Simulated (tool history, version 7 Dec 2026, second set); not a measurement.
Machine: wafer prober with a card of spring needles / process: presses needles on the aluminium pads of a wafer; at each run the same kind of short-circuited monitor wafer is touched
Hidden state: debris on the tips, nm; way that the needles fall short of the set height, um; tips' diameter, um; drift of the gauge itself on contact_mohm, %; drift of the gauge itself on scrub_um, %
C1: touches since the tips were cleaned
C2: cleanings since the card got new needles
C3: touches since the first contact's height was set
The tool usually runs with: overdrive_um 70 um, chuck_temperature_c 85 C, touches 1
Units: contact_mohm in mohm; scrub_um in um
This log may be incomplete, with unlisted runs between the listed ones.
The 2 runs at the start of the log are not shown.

-- hour=67 tips cleaned on abrasive film
run 3 hour=72.7 | overdrive_um=70 chuck_temperature_c=85 touches=1 | C1=1127 C2=5 C3=23497 | contact_mohm=285 scrub_um=13.89
-- hour=90.2 tips cleaned on abrasive film
run 4 hour=103.2 | overdrive_um=70 chuck_temperature_c=85 touches=1 | C1=2593 C2=6 C3=29571 | contact_mohm=287 scrub_um=13.89
-- hour=111.3 tips cleaned on abrasive film
run 5 hour=130.5 | overdrive_um=70 chuck_temperature_c=85 touches=1 | C1=3820 C2=7 C3=34997 | contact_mohm=290 scrub_um=14.04
-- hour=133.6 tips cleaned on abrasive film
-- hour=155.6 tips cleaned on abrasive film
run 6 hour=171.6 | overdrive_um=70 chuck_temperature_c=47 touches=1 | C1=3205 C2=9 C3=43169 | contact_mohm=279 scrub_um=14.07
-- hour=177.6 tips cleaned on abrasive film
-- hour=201.3 tips cleaned on abrasive film
run 7 hour=206 | overdrive_um=70 chuck_temperature_c=47 touches=1 | C1=933 C2=11 C3=49996 | contact_mohm=276 scrub_um=13.99
-- hour=222.5 tips cleaned on abrasive film
-- hour=244.4 tips cleaned on abrasive film
run 8 hour=248.4 | overdrive_um=70 chuck_temperature_c=47 touches=1 | C1=795 C2=13 C3=58413 | contact_mohm=276 scrub_um=14.06
-- hour=267.7 tips cleaned on abrasive film
run 9 hour=287.1 | overdrive_um=70 chuck_temperature_c=47 touches=1 | C1=3873 C2=14 C3=66130 | contact_mohm=275 scrub_um=13.93
-- hour=289.7 tips cleaned on abrasive film
-- hour=310.5 tips cleaned on abrasive film
run 10 hour=328.7 | overdrive_um=70 chuck_temperature_c=47 touches=1 | C1=3629 C2=16 C3=74389 | contact_mohm=274 scrub_um=13.87
-- hour=332.7 tips cleaned on abrasive film
-- hour=353.6 tips cleaned on abrasive film
run 11 hour=365.6 | overdrive_um=70 chuck_temperature_c=40 touches=1 | C1=2382 C2=18 C3=81716 | contact_mohm=275 scrub_um=13.87
-- hour=374.2 tips cleaned on abrasive film
run 12 hour=387.6 | overdrive_um=70 chuck_temperature_c=71 touches=1 | C1=2673 C2=19 C3=86091 | contact_mohm=286 scrub_um=14.04
-- hour=396.9 tips cleaned on abrasive film
-- hour=417.3 tips cleaned on abrasive film
run 13 hour=434.5 | overdrive_um=70 chuck_temperature_c=46 touches=1 | C1=3438 C2=21 C3=95420 | contact_mohm=280 scrub_um=14.01
-- hour=439.1 tips cleaned on abrasive film
-- hour=459.4 tips cleaned on abrasive film
run 14 hour=465.6 | overdrive_um=70 chuck_temperature_c=46 touches=1 | C1=1238 C2=23 C3=101595 | contact_mohm=276 scrub_um=13.89
-- hour=483.8 tips cleaned on abrasive film
-- hour=495 height of the first contact set anew
-- hour=506.9 tips cleaned on abrasive film
run 15 hour=510 | overdrive_um=70 chuck_temperature_c=46 touches=1 | C1=610 C2=25 C3=2962 | contact_mohm=274 scrub_um=14
-- hour=529.7 tips cleaned on abrasive film
run 16 hour=537.5 | overdrive_um=70 chuck_temperature_c=85 touches=1 | C1=1551 C2=26 C3=8431 | contact_mohm=288 scrub_um=13.93
-- hour=550.4 tips cleaned on abrasive film
-- hour=571.4 tips cleaned on abrasive film
run 17 hour=583.9 | overdrive_um=70 chuck_temperature_c=52 touches=1 | C1=2492 C2=28 C3=17658 | contact_mohm=280 scrub_um=13.96
-- hour=593.4 tips cleaned on abrasive film
-- hour=617.3 tips cleaned on abrasive film
run 18 hour=621.9 | overdrive_um=57 chuck_temperature_c=77 touches=1 | C1=920 C2=30 C3=25205 | contact_mohm=288 scrub_um=11.38
-- hour=639.1 tips cleaned on abrasive film
-- hour=659.5 tips cleaned on abrasive film
run 19 hour=660.3 | overdrive_um=70 chuck_temperature_c=32 touches=2 | C1=165 C2=32 C3=32844 | contact_mohm=275 scrub_um=13.98
-- hour=681.2 tips cleaned on abrasive film
run 20 hour=700.5 | overdrive_um=70 chuck_temperature_c=32 touches=2 | C1=3850 C2=33 C3=40843 | contact_mohm=275 scrub_um=13.9
-- hour=702.7 tips cleaned on abrasive film
-- hour=725.3 tips cleaned on abrasive film
run 21 hour=728.4 | overdrive_um=65 chuck_temperature_c=85 touches=1 | C1=620 C2=35 C3=46381 | contact_mohm=291 scrub_um=13.04
-- hour=747.8 tips cleaned on abrasive film
run 22 hour=757.1 | overdrive_um=65 chuck_temperature_c=85 touches=1 | C1=1848 C2=36 C3=52079 | contact_mohm=287 scrub_um=12.99

Estimate the outcome of run 23 from the log above:
-- hour=771.9 tips cleaned on abrasive film
-- hour=792.4 tips cleaned on abrasive film
run 23 hour=795.4 | overdrive_um=54 chuck_temperature_c=84 touches=2 | C1=597 C2=38 C3=59689 | contact_mohm=? scrub_um=?

{"run 23": {"contact_mohm": 293, "scrub_um": 10.79}}
With the hidden condition absent and the run-to-run variation left alone, this run would have shown contact_mohm 293 mohm, scrub_um 10.8 um.
